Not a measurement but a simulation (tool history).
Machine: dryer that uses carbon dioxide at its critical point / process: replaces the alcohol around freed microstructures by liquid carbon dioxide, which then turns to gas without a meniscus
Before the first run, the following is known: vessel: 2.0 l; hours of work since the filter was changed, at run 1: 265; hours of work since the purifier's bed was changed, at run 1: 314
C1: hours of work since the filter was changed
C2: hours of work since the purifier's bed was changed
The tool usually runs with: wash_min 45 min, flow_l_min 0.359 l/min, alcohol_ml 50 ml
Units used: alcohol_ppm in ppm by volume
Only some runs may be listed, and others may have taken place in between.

Run 1, day 0: usual settings; C1 265; C2 314. Result: alcohol_ppm 124 ppm by volume.
Run 2, day 0.862: usual settings but wash_min 57 min; C1 273; C2 322. Result: alcohol_ppm 87 ppm by volume.
Run 3, day 1.921: usual settings but wash_min 57 min; C1 283; C2 332. Result: alcohol_ppm 93 ppm by volume.
Run 4, day 2.975: usual settings but wash_min 57 min; C1 293; C2 342. Result: alcohol_ppm 95 ppm by volume.
Run 5, day 3.979: usual settings but wash_min 57 min; C1 302; C2 351. Result: alcohol_ppm 98 ppm by volume.
Run 6, day 4.775: usual settings but wash_min 32 min; C1 309; C2 358. Result: alcohol_ppm 337 ppm by volume.
Run 7, day 5.754: usual settings but alcohol_ml 35 ml; C1 318; C2 367. Result: alcohol_ppm 126 ppm by volume.
Run 8, day 6.479: usual settings but wash_min 41 min, alcohol_ml 23 ml; C1 325; C2 374. Result: alcohol_ppm 124 ppm by volume.
Run 9, day 7.512: usual settings but flow_l_min 0.467 l/min, alcohol_ml 63 ml; C1 334; C2 384. Result: alcohol_ppm 107 ppm by volume.
Run 10, day 8.562: usual settings but flow_l_min 0.327 l/min, alcohol_ml 57 ml; C1 344; C2 393. Result: alcohol_ppm 179 ppm by volume.
Run 11, day 9.521: usual settings but flow_l_min 0.327 l/min, alcohol_ml 57 ml; C1 353; C2 402. Result: alcohol_ppm 195 ppm by volume.
Run 12, day 10.525: usual settings but flow_l_min 0.327 l/min, alcohol_ml 57 ml; C1 362; C2 411. Result: alcohol_ppm 188 ppm by volume.
Run 13, day 11.396: usual settings but wash_min 47 min, flow_l_min 0.327 l/min, alcohol_ml 57 ml; C1 370; C2 419. Result: alcohol_ppm 190 ppm by volume.

For some of the steps in alcohol_ppm from one run to the next: how much would appear even if the tool had no hidden state, given the settings, what came in and random variation, and how much remains for the hidden state plus any gauge scatter that the measured result and the result without hidden state don't share?
Hidden state present: flow that reaches the vessel past the clogged filter, %; alcohol in the recycled carbon dioxide, ppm; drift of the gauge itself on alcohol_ppm, %.
Run 5 -> 6: wash_min 57 -> 32. alcohol_ppm +239 ppm by volume: hidden state +90, all else +149.
